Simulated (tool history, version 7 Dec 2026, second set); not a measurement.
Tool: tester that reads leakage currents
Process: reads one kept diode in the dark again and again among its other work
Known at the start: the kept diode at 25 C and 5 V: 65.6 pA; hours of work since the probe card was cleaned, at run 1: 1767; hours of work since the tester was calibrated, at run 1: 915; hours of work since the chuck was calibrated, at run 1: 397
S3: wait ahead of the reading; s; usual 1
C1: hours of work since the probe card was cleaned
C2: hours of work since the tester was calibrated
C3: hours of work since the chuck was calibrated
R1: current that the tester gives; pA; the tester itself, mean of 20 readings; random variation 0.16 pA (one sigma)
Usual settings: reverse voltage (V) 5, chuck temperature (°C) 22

Run 1, hour 0: usual settings; C1 1767; C2 915; C3 397. Result: R1 52.95 pA.
Run 2, hour 41.6: usual settings; C1 1791; C2 940; C3 421. Result: R1 52.7 pA.
Run 3, hour 79.2: usual settings; C1 1813; C2 962; C3 443. Result: R1 52.41 pA.
Run 4, hour 139.8: usual settings; C1 1849; C2 997; C3 479. Result: R1 52.88 pA.
At hour 159: probe card cleaned and baked.
Run 5, hour 215.1: usual settings; C1 33; C2 1039; C3 521. Result: R1 48.4 pA.
Run 6, hour 268.9: usual settings; C1 64; C2 1071; C3 552. Result: R1 48.24 pA.
Run 7, hour 320.9: usual settings; C1 95; C2 1101; C3 583. Result: R1 48.18 pA.
Run 8, hour 355.2: usual settings; C1 115; C2 1121; C3 603. Result: R1 47.96 pA.
Run 9, hour 392.1: usual settings; C1 136; C2 1143; C3 624. Result: R1 48.06 pA.
Run 10, hour 454.4: usual settings; C1 173; C2 1180; C3 661. Result: R1 47.58 pA.
Run 11, hour 492.7: usual settings but chuck temperature (°C) 45; C1 195; C2 1202; C3 683. Result: R1 341.82 pA.
Run 12, hour 529.8: usual settings but chuck temperature (°C) 45; C1 217; C2 1224; C3 705. Result: R1 342.16 pA.
Run 13, hour 584.6: usual settings but chuck temperature (°C) 45; C1 249; C2 1256; C3 737. Result: R1 339.94 pA.
Run 14, hour 632.6: usual settings but reverse voltage (V) 4.12, chuck temperature (°C) 45; C1 277; C2 1284; C3 765. Result: R1 316.19 pA.
Run 15, hour 683: usual settings but reverse voltage (V) 4.12, chuck temperature (°C) 45; C1 307; C2 1313; C3 795. Result: R1 314.42 pA.
At hour 689.5: tester calibrated.
Run 16, hour 718.9: usual settings but reverse voltage (V) 4.12, chuck temperature (°C) 45; C1 327; C2 17; C3 815. Result: R1 313.06 pA.
Run 17, hour 772.8: usual settings; C1 358; C2 49; C3 846. Result: R1 46.85 pA.
Run 18, hour 832.2: usual settings but reverse voltage (V) 16.32; C1 393; C2 84; C3 881. Result: R1 75.75 pA.
Run 19, hour 884.2: usual settings but reverse voltage (V) 10.68; C1 423; C2 114; C3 911. Result: R1 63.21 pA.
At hour 900.9: tester calibrated, once more.
Run 20, hour 950.7: usual settings but reverse voltage (V) 10.68, S3 0.37 s; C1 461; C2 29; C3 949. Result: R1 70.87 pA.
Run 21, hour 985: usual settings but reverse voltage (V) 10.68, S3 0.37 s; C1 481; C2 49; C3 969. Result: R1 70.82 pA.
Run 22, hour 1059.2: usual settings but reverse voltage (V) 3.94, S3 3.72 s; C1 525; C2 93; C3 1013. Result: R1 41.46 pA.
Run 23, hour 1112.1: usual settings but reverse voltage (V) 3.94, S3 3.72 s; C1 556; C2 124; C3 1044. Result: R1 41.29 pA.
Run 24, hour 1168.2: usual settings but reverse voltage (V) 1.74, S3 2.27 s; C1 589; C2 156; C3 1077. Result: R1 30.69 pA.
Run 25, hour 1231: usual settings but reverse voltage (V) 1.74, S3 2.27 s; C1 625; C2 193; C3 1113. Result: R1 30.76 pA.
Run 26, hour 1288.8: usual settings but reverse voltage (V) 1.74, chuck temperature (°C) 21, S3 2.27 s; C1 659; C2 227; C3 1147. Result: R1 27.84 pA.
Run 27, hour 1343.7: usual settings but reverse voltage (V) 2.82, chuck temperature (°C) 55, S3 3.61 s; C1 691; C2 259; C3 1179. Result: R1 582.48 pA.
Run 28, hour 1392.6: usual settings but reverse voltage (V) 15.82, chuck temperature (°C) 55, S3 1.94 s; C1 720; C2 288; C3 1208. Result: R1 1067.98 pA.
Run 29, hour 1443.7: usual settings but reverse voltage (V) 15.82, chuck temperature (°C) 55, S3 1.94 s; C1 750; C2 318; C3 1238. Result: R1 1061.39 pA.
Run 30, hour 1479.5: usual settings but reverse voltage (V) 1.07, S3 0.47 s; C1 771; C2 339; C3 1259. Result: R1 25.83 pA.
Run 31, hour 1519.4: usual settings but chuck temperature (°C) 20, S3 2.51 s; C1 794; C2 362; C3 1282. Result: R1 37.27 pA.
Run 32, hour 1582.9: usual settings but reverse voltage (V) 1.78, chuck temperature (°C) 46, S3 0.42 s; C1 831; C2 399; C3 1319. Result: R1 241.94 pA.
Run 33, hour 1639.1: usual settings but reverse voltage (V) 16.98, S3 1.25 s; C1 864; C2 432; C3 1352. Result: R1 76.06 pA.
Run 34, hour 1710.6: usual settings but reverse voltage (V) 3.18, chuck temperature (°C) 56, S3 3.67 s; C1 906; C2 474; C3 1394. Result: R1 640.84 pA.
Run 35, hour 1750.3: usual settings but reverse voltage (V) 3.18, chuck temperature (°C) 56, S3 3.67 s; C1 929; C2 497; C3 1417. Result: R1 640 pA.
Run 36, hour 1818.6: usual settings but reverse voltage (V) 3.18, chuck temperature (°C) 56, S3 3.67 s; C1 969; C2 537; C3 1457. Result: R1 639.53 pA.
Run 37, hour 1879.3: usual settings but reverse voltage (V) 8.8, chuck temperature (°C) 30, S3 2.79 s; C1 1005; C2 573; C3 1493. Result: R1 109.88 pA.

Forecast each of these 4 alternatives for the next run:
Run A, hour 1927.7: usual settings but reverse voltage (V) 1.33, chuck temperature (°C) 30, S3 2.79 s; C1 1033; C2 601; C3 1521. Result: R1 ?.
Run B, hour 1927.7: usual settings but reverse voltage (V) 4.95, chuck temperature (°C) 50; C1 1033; C2 601; C3 1521. Result: R1 ?.
Run C, hour 1927.7: usual settings but reverse voltage (V) 8.8, chuck temperature (°C) 29, S3 2.79 s; C1 1033; C2 601; C3 1521. Result: R1 ?.
Run D, hour 1927.7: usual settings but reverse voltage (V) 9.78, chuck temperature (°C) 48, S3 7.42 s; C1 1033; C2 601; C3 1521. Result: R1 ?.

run      R1
  A   54.49
  B  466.85
  C   99.82
  D  504.85
Without the tool's hidden state the same runs would have given:
run      R1
  A   65.05
  B  548.68
  C   115.6
  D  592.39
